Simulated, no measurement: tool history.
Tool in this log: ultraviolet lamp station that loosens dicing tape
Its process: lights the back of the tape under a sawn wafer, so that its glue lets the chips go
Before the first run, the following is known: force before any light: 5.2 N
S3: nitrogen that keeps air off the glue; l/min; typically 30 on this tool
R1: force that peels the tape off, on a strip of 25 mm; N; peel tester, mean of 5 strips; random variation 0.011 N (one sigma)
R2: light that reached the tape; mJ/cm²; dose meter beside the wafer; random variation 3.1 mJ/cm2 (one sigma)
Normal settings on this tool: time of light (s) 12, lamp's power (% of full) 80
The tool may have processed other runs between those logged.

Run 1, day 0.000: usual settings. Result: R1 0.538 N, R2 445 mJ/cm².
Run 2, day 3.683: usual settings but time of light (s) 16. Result: R1 0.377 N, R2 573 mJ/cm².
Run 3, day 5.883: usual settings but time of light (s) 16. Result: R1 0.391 N, R2 567 mJ/cm².
Run 4, day 8.533: usual settings but time of light (s) 16. Result: R1 0.374 N, R2 563 mJ/cm².
Run 5, day 10.371: usual settings but lamp's power (% of full) 69. Result: R1 0.753 N, R2 357 mJ/cm².
Run 6, day 12.167: usual settings but lamp's power (% of full) 69. Result: R1 0.783 N, R2 357 mJ/cm².
Run 7, day 14.362: usual settings but lamp's power (% of full) 69. Result: R1 0.824 N, R2 351 mJ/cm².
Run 8, day 17.546: usual settings but lamp's power (% of full) 69. Result: R1 0.801 N, R2 342 mJ/cm².
Run 9, day 20.121: usual settings but lamp's power (% of full) 69. Result: R1 0.839 N, R2 342 mJ/cm².
Run 10, day 22.950: usual settings but time of light (s) 13. Result: R1 0.612 N, R2 418 mJ/cm².
At day 23.288: window cleaned of glue's vapour.
Run 11, day 25.975: usual settings but time of light (s) 14, lamp's power (% of full) 72. Result: R1 0.567 N, R2 435 mJ/cm².
Run 12, day 28.821: usual settings but lamp's power (% of full) 72, S3 14 l/min. Result: R1 1.157 N, R2 367 mJ/cm².
Run 13, day 32.404: usual settings but time of light (s) 9, lamp's power (% of full) 72, S3 14 l/min. Result: R1 1.647 N, R2 270 mJ/cm².
Run 14, day 34.417: usual settings but time of light (s) 9, lamp's power (% of full) 67, S3 14 l/min. Result: R1 1.760 N, R2 249 mJ/cm².
Run 15, day 36.712: usual settings but time of light (s) 23, lamp's power (% of full) 71. Result: R1 0.328 N, R2 664 mJ/cm².
Run 16, day 40.608: usual settings but time of light (s) 9, lamp's power (% of full) 86, S3 21 l/min. Result: R1 1.179 N, R2 310 mJ/cm².
Run 17, day 43.471: usual settings but time of light (s) 11, lamp's power (% of full) 82, S3 22 l/min. Result: R1 0.942 N, R2 354 mJ/cm².
Run 18, day 46.288: usual settings but time of light (s) 23, lamp's power (% of full) 76, S3 24 l/min. Result: R1 0.337 N, R2 673 mJ/cm².
Run 19, day 48.208: usual settings but time of light (s) 23, lamp's power (% of full) 76, S3 24 l/min. Result: R1 0.332 N, R2 658 mJ/cm².

4 options for the next run, each taken on its own from the tool as it stands now. Forecast them:
Run A, day 51.083: usual settings but lamp's power (% of full) 74. Result: R1 ?, R2 ?.
Run B, day 51.083: usual settings but time of light (s) 14, lamp's power (% of full) 68, S3 35 l/min. Result: R1 ?, R2 ?.
Run C, day 51.083: usual settings but time of light (s) 10, S3 32 l/min. Result: R1 ?, R2 ?.
Run D, day 51.083: usual settings but time of light (s) 10, lamp's power (% of full) 79, S3 13 l/min. Result: R1 ?, R2 ?.

run     R1   R2
  A  0.860  330
  B  0.734  351
  C  0.959  298
  D  1.568  289
With the hidden condition removed and each run's random variation left untouched, the same runs would have given:
run     R1   R2
  A  0.531  447
  B  0.459  476
  C  0.603  404
  D  1.069  393
